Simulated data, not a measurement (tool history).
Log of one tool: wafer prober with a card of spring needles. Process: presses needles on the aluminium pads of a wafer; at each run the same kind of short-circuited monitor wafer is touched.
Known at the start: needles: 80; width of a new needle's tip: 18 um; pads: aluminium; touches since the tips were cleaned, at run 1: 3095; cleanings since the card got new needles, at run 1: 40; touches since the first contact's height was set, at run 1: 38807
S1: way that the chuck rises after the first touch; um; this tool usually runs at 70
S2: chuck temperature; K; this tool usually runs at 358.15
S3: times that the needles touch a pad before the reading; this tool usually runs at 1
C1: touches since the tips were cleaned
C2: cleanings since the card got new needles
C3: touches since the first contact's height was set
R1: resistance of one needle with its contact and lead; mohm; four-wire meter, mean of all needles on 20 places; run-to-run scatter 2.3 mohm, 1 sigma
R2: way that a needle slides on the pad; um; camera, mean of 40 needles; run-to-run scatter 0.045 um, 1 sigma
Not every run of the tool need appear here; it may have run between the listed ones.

run	day	S1	S2	S3	C1	C2	C3	R1	R2
1	0.000	70	358.15	1	3095	40	38807	256	16.95
# day 0.025: tips cleaned on abrasive film
2	0.162	70	358.15	1	1473	41	40524	256	16.92
# day 0.329: tips cleaned on abrasive film
3	0.429	70	358.15	1	1091	42	43342	256	16.90
# day 0.633: tips cleaned on abrasive film
4	0.762	70	358.15	1	1373	43	46881	256	16.91
# day 0.938: tips cleaned on abrasive film
5	0.996	70	358.15	1	629	44	49375	254	16.90
6	1.208	70	358.15	1	2911	44	51657	259	16.93
# day 1.262: tips cleaned on abrasive film
# day 1.583: tips cleaned on abrasive film
7	1.583	70	358.15	1	0	46	55632	259	16.89
# day 1.912: tips cleaned on abrasive film
8	1.933	70	358.15	1	207	47	59320	258	16.93
# day 2.225: tips cleaned on abrasive film
9	2.250	70	358.15	1	239	48	62689	256	16.95
# day 2.550: tips cleaned on abrasive film
10	2.604	70	358.15	1	553	49	66459	259	16.97
# day 2.858: tips cleaned on abrasive film
11	2.992	70	358.15	1	1408	50	70598	255	16.82
# day 3.167: tips cleaned on abrasive film
12	3.342	70	358.15	1	1879	51	74331	264	16.93
# day 3.496: tips cleaned on abrasive film
13	3.679	63	358.15	1	1992	52	77948	260	15.30
# day 3.800: tips cleaned on abrasive film
14	3.929	63	358.15	1	1374	53	80576	266	15.22
# day 4.108: tips cleaned on abrasive film
15	4.304	63	320.15	1	2111	54	84574	252	15.24
# day 4.433: tips cleaned on abrasive film
16	4.483	70	312.15	1	567	55	86483	244	16.93
# day 4.738: tips cleaned on abrasive film
17	4.838	70	312.15	1	1068	56	90254	245	16.88
# day 5.054: tips cleaned on abrasive film
18	5.062	70	358.15	1	89	57	92638	255	16.91
# day 5.367: tips cleaned on abrasive film
19	5.375	60	345.15	2	81	58	95960	251	14.56
20	5.538	60	345.15	2	1810	58	97689	256	14.49
# day 5.675: tips cleaned on abrasive film
21	5.858	60	345.15	3	1992	59	101136	262	14.49
# day 5.983: tips cleaned on abrasive film
22	6.154	50	358.15	1	1837	60	104268	267	12.04
# day 6.300: tips cleaned on abrasive film
23	6.358	50	358.15	1	650	61	106421	262	12.11
# day 6.625: tips cleaned on abrasive film
24	6.746	51	306.15	3	1317	62	110567	248	12.34
# day 6.904: height of the first contact set anew
# day 6.942: tips cleaned on abrasive film
25	6.946	51	306.15	2	72	63	423	245	12.34
26	7.146	70	320.15	1	2206	63	2557	246	16.88
# day 7.254: tips cleaned on abrasive film
27	7.342	70	320.15	1	940	64	4658	243	16.91
# day 7.554: tips cleaned on abrasive film
28	7.600	66	306.15	1	471	65	7365	247	15.89
# day 7.867: tips cleaned on abrasive film
29	7.988	66	306.15	1	1285	66	11503	242	15.95
# day 8.171: tips cleaned on abrasive film
30	8.379	66	306.15	1	2258	67	15685	243	15.96
# day 8.475: tips cleaned on abrasive film
31	8.638	65	376.15	1	1764	68	18430	268	15.69
# day 8.771: tips cleaned on abrasive film
32	8.900	76	311.15	2	1393	69	21240	243	18.42

What differs in the tool's unlogged condition from the final listed run ahead of each entry between runs to the first listed run following it?
Between runs 1 and 2: tips cleaned on abrasive film (day 0.025)
  debris on the tips, nm: 1.2 -> 0.7
Between runs 2 and 3: tips cleaned on abrasive film (day 0.329)
  debris on the tips, nm: 0.7 -> 0.6
Between runs 3 and 4: tips cleaned on abrasive film (day 0.633)
  debris on the tips, nm: 0.6 -> 0.7
Between runs 4 and 5: tips cleaned on abrasive film (day 0.938)
  debris on the tips, nm: 0.7 -> 0.4
Between runs 6 and 7: tips cleaned on abrasive film (day 1.262); tips cleaned on abrasive film (day 1.583)
  debris on the tips, nm: 1.1 -> 0.1
Between runs 7 and 8: tips cleaned on abrasive film (day 1.912)
  debris on the tips, nm: 0.1 -> 0.2
Between runs 8 and 9: tips cleaned on abrasive film (day 2.225)
  way that the needles fall short of the set height, um: 0.01 -> 0.02
Between runs 9 and 10: tips cleaned on abrasive film (day 2.550)
  debris on the tips, nm: 0.2 -> 0.4
Between runs 10 and 11: tips cleaned on abrasive film (day 2.858)
  debris on the tips, nm: 0.4 -> 0.8
Between runs 11 and 12: tips cleaned on abrasive film (day 3.167)
  debris on the tips, nm: 0.8 -> 0.9
Between runs 12 and 13: tips cleaned on abrasive film (day 3.496)
  nothing in the hidden state changes from one run to the other
Between runs 13 and 14: tips cleaned on abrasive film (day 3.800)
  debris on the tips, nm: 0.9 -> 0.7; tips' diameter, um: 18.01 -> 18.02
Between runs 14 and 15: tips cleaned on abrasive film (day 4.108)
  debris on the tips, nm: 0.7 -> 1
Between runs 15 and 16: tips cleaned on abrasive film (day 4.433)
  debris on the tips, nm: 1 -> 0.3
Between runs 16 and 17: tips cleaned on abrasive film (day 4.738)
  debris on the tips, nm: 0.3 -> 0.6
Between runs 17 and 18: tips cleaned on abrasive film (day 5.054)
  debris on the tips, nm: 0.6 -> 0.1
Between runs 18 and 19: tips cleaned on abrasive film (day 5.367)
  debris on the tips, nm: 0.1 -> 0.2
Between runs 20 and 21: tips cleaned on abrasive film (day 5.675)
  nothing in the hidden state changes from one run to the other
Between runs 21 and 22: tips cleaned on abrasive film (day 5.983)
  debris on the tips, nm: 0.8 -> 0.9
Between runs 22 and 23: tips cleaned on abrasive film (day 6.300)
  debris on the tips, nm: 0.9 -> 0.4; way that the needles fall short of the set height, um: 0.02 -> 0.03
Between runs 23 and 24: tips cleaned on abrasive film (day 6.625)
  debris on the tips, nm: 0.4 -> 0.7
Between runs 24 and 25: height of the first contact set anew (day 6.904); tips cleaned on abrasive film (day 6.942)
  debris on the tips, nm: 0.7 -> 0.1; way that the needles fall short of the set height, um: 0.03 -> 0
Between runs 26 and 27: tips cleaned on abrasive film (day 7.254)
  debris on the tips, nm: 1 -> 0.6
Between runs 27 and 28: tips cleaned on abrasive film (day 7.554)
  debris on the tips, nm: 0.6 -> 0.3
Between runs 28 and 29: tips cleaned on abrasive film (day 7.867)
  debris on the tips, nm: 0.3 -> 0.6
Between runs 29 and 30: tips cleaned on abrasive film (day 8.171)
  debris on the tips, nm: 0.6 -> 0.9
Between runs 30 and 31: tips cleaned on abrasive film (day 8.475)
  debris on the tips, nm: 0.9 -> 0.8
Between runs 31 and 32: tips cleaned on abrasive film (day 8.771)
  debris on the tips, nm: 0.8 -> 0.7; way that the needles fall short of the set height, um: 0 -> 0.01
